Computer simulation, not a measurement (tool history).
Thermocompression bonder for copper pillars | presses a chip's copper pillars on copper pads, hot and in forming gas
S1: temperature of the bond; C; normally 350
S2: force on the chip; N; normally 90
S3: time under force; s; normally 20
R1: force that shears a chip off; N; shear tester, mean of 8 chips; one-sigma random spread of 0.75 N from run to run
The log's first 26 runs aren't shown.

{"run": 27, "hour": 358.8, "S1": 344, "S2": 54, "S3": 20, "R1": 69.8}
{"run": 28, "hour": 370.8, "S1": 327, "S2": 81, "S3": 52, "R1": 97.4}
{"run": 29, "hour": 381.3, "S1": 373, "S2": 110, "S3": 20, "R1": 112.6}
{"run": 30, "hour": 390.7, "S1": 373, "S2": 110, "S3": 20, "R1": 110.9}
{"run": 31, "hour": 406.6, "S1": 373, "S2": 110, "S3": 20, "R1": 110.3}
{"run": 32, "hour": 420.9, "S1": 373, "S2": 110, "S3": 20, "R1": 110.9}
{"run": 33, "hour": 434.5, "S1": 372, "S2": 134, "S3": 49, "R1": 121.4}
{"run": 34, "hour": 443.1, "S1": 372, "S2": 134, "S3": 49, "R1": 122.4}
{"run": 35, "hour": 459.7, "S1": 350, "S2": 82, "S3": 20, "R1": 88.4}
{"run": 36, "hour": 469.3, "S1": 350, "S2": 82, "S3": 20, "R1": 89.1}
{"run": 37, "hour": 478.5, "S1": 350, "S2": 69, "S3": 37, "R1": 94.3}
{"run": 38, "hour": 497.8, "S1": 350, "S2": 69, "S3": 37, "R1": 96.0}
{"run": 39, "hour": 514.1, "S1": 377, "S2": 69, "S3": 33, "R1": 104.6}

What if the next run were any one of these 3? Each begins from the tool's condition after run 39:
{"run": "A", "hour": 529.1, "S1": 360, "S2": 95, "S3": 20, "R1": "?"}
{"run": "B", "hour": 529.1, "S1": 338, "S2": 90, "S3": 20, "R1": "?"}
{"run": "C", "hour": 529.1, "S1": 377, "S2": 69, "S3": 13, "R1": "?"}

run=A R1=99.7
run=B R1=85.3
run=C R1=85.4
Take away the tool's hidden state, keep each run's random variation, and the runs would have read:
run=A R1=105.6
run=B R1=90.2
run=C R1=90.2

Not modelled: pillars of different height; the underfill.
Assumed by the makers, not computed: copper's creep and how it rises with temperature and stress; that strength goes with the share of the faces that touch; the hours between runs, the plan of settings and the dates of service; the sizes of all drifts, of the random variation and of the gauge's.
